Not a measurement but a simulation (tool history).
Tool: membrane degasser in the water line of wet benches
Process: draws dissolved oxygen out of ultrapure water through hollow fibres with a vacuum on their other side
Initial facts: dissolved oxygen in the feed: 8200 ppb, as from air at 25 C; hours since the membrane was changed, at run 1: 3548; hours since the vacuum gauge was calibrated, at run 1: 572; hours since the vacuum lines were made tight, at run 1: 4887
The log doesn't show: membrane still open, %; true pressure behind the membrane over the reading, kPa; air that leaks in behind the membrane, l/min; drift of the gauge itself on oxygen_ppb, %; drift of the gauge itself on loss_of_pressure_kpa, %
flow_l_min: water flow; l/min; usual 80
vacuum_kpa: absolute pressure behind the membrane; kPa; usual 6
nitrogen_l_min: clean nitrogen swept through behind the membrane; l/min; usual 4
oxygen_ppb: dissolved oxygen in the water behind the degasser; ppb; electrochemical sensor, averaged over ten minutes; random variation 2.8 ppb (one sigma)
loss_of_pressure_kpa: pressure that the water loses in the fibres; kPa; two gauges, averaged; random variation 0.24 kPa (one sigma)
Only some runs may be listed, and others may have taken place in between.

| run | day | flow_l_min | vacuum_kpa | nitrogen_l_min | hours since the membrane was changed | hours since the vacuum gauge was calibrated | hours since the vacuum lines were made tight | oxygen_ppb | loss_of_pressure_kpa |
|---|---|---|---|---|---|---|---|---|---|
| 1 | 0 | 80 | 6 | 4 | 3548 | 572 | 4887 | 298.7 | 63.97 |
| 2 | 2.721 | 80 | 6 | 4 | 3614 | 637 | 4953 | 302.4 | 64.34 |
| 3 | 6.3 | 80 | 6 | 5.65 | 3699 | 723 | 5039 | 265.6 | 63.91 |
| 4 | 8.858 | 80 | 6 | 5.65 | 3761 | 785 | 5100 | 269.4 | 64.59 |
| 5 | 10.6 | 80 | 6 | 4.12 | 3803 | 826 | 5142 | 295.6 | 64.08 |
| 6 | 13.604 | 80 | 6 | 4.12 | 3875 | 899 | 5214 | 302.7 | 64.28 |
| 7 | 15.821 | 80 | 6 | 4.12 | 3928 | 952 | 5267 | 295 | 64.55 |
|  | 17.738 | seals of the vacuum lines changed |
| 8 | 19.042 | 80 | 13.39 | 4 | 4003 | 1027 | 31 | 587.3 | 64.37 |
| 9 | 21.129 | 80 | 6 | 2.79 | 4053 | 1077 | 81 | 340.9 | 64.03 |
| 10 | 23.188 | 68 | 6 | 2.49 | 4103 | 1127 | 131 | 293.3 | 54.51 |
| 11 | 26.179 | 85 | 6 | 5.22 | 4174 | 1198 | 203 | 300 | 68.63 |

What if the next run were any one of these 4? Each begins from the tool's condition after run 11:
| A | 28.692 | 85 | 5.62 | 5.22 | 4235 | 1259 | 263 | ? | ? |
| B | 28.692 | 85 | 11.92 | 9.8 | 4235 | 1259 | 263 | ? | ? |
| C | 28.692 | 88 | 6 | 5 | 4235 | 1259 | 263 | ? | ? |
| D | 28.692 | 59 | 3.78 | 3.66 | 4235 | 1259 | 263 | ? | ? |

| run | oxygen_ppb | loss_of_pressure_kpa |
|---|---|---|
| A | 293.5 | 68.43 |
| B | 370.5 | 67.88 |
| C | 326.4 | 70.83 |
| D | 120.5 | 47.39 |
With no hidden state in the tool, these same runs would have given:
| run | oxygen_ppb | loss_of_pressure_kpa |
|---|---|---|
| A | 271.3 | 66.44 |
| B | 349.5 | 65.9 |
| C | 303.4 | 68.78 |
| D | 107.5 | 46.01 |

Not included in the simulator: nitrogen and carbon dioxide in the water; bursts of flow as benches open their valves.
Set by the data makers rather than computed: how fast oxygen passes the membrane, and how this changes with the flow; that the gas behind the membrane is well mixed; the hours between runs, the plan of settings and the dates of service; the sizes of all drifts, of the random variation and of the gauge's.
